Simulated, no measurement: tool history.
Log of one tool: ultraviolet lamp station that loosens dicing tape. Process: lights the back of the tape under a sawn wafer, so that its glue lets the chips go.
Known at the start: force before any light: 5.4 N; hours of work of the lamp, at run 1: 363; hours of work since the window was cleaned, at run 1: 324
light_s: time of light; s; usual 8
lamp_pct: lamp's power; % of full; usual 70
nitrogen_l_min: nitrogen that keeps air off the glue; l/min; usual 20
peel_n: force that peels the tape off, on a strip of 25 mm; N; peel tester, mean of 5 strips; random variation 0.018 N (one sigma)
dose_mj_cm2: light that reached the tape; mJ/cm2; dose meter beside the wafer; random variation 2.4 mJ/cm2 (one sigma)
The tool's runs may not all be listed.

run,day,light_s,lamp_pct,nitrogen_l_min,hours of work of the lamp,hours of work since the window was cleaned,peel_n,dose_mj_cm2
1,0.000,8,70,20,363,324,1.156,217
2,0.921,8,70,20,372,334,1.169,219
3,1.883,8,70,20,382,344,1.138,219
4,2.571,8,70,20,389,351,1.173,223
5,3.838,8,70,20,402,363,1.222,216
6,5.083,16,70,20,415,376,0.365,421
# day 5.362: window cleaned of glue's vapour
7,6.408,8,77,20,428,11,0.861,267
8,7.108,8,77,20,435,18,0.860,271
9,8.417,8,77,20,448,31,0.867,268
10,9.254,8,98,20,457,40,0.552,337
11,10.388,8,70,9,468,51,1.360,238
12,11.692,8,70,9,481,64,1.376,241
13,13.000,8,70,9,495,78,1.391,235
14,13.854,8,70,25,503,86,0.999,236
15,14.546,8,70,25,510,93,1.005,236
16,15.650,8,70,20,522,104,1.063,236
17,16.888,8,70,20,534,117,1.131,223
18,18.200,8,70,20,547,130,1.136,231
19,18.979,8,70,20,555,138,1.129,227
20,19.950,8,70,20,565,148,1.132,224
21,21.421,8,70,20,580,163,1.123,223
22,22.225,8,88,13,588,171,0.959,282
23,22.996,9,70,25,596,179,0.890,249
24,23.796,8,65,7,604,187,1.865,210
25,25.254,6,70,15,619,202,1.862,159
26,26.325,6,70,15,630,213,1.875,161
27,27.696,6,86,12,644,227,1.546,197
28,28.758,13,73,10,655,237,0.712,364
29,29.679,13,73,10,664,247,0.700,362
30,30.800,12,72,8,675,258,0.952,326
31,31.517,7,75,16,683,265,1.420,196
32,32.721,7,75,16,695,278,1.434,193
33,34.054,10,91,18,708,291,0.596,337
34,35.271,10,73,30,721,303,0.748,267
35,35.954,10,73,30,728,310,0.781,267
36,37.167,10,73,30,740,323,0.747,264
37,38.179,5,73,20,750,333,2.121,133
38,39.592,7,73,14,764,347,1.679,185
39,40.238,8,82,15,771,354,1.232,231
40,41.579,14,72,11,785,367,0.693,354
41,42.600,14,72,11,795,378,0.685,354
# day 42.696: window cleaned of glue's vapour
42,43.746,14,72,11,806,11,0.565,400

The same runs without the tool's hidden state, with the same run-to-run variation:
The hidden state here: lamp's light, % of a new lamp's; light that the window lets through, % of a clean one's; drift of the gauge itself on peel_n, %; drift of the gauge itself on dose_mj_cm2, %.
run,peel_n,dose_mj_cm2
1,0.835,268
2,0.840,271
3,0.807,273
4,0.830,278
5,0.855,272
6,0.238,536
7,0.722,296
8,0.715,302
9,0.710,300
10,0.438,380
11,1.143,271
12,1.147,275
13,1.148,271
14,0.784,273
15,0.782,274
16,0.826,276
17,0.870,264
18,0.866,274
19,0.853,272
20,0.850,270
21,0.831,271
22,0.684,343
23,0.628,306
24,1.466,257
25,1.447,199
26,1.448,202
27,1.140,248
28,0.455,463
29,0.442,462
30,0.615,420
31,0.990,254
32,0.992,253
33,0.355,443
34,0.446,354
35,0.464,355
36,0.435,354
37,1.551,179
38,1.125,250
39,0.749,316
40,0.383,488
41,0.372,489
42,0.382,492

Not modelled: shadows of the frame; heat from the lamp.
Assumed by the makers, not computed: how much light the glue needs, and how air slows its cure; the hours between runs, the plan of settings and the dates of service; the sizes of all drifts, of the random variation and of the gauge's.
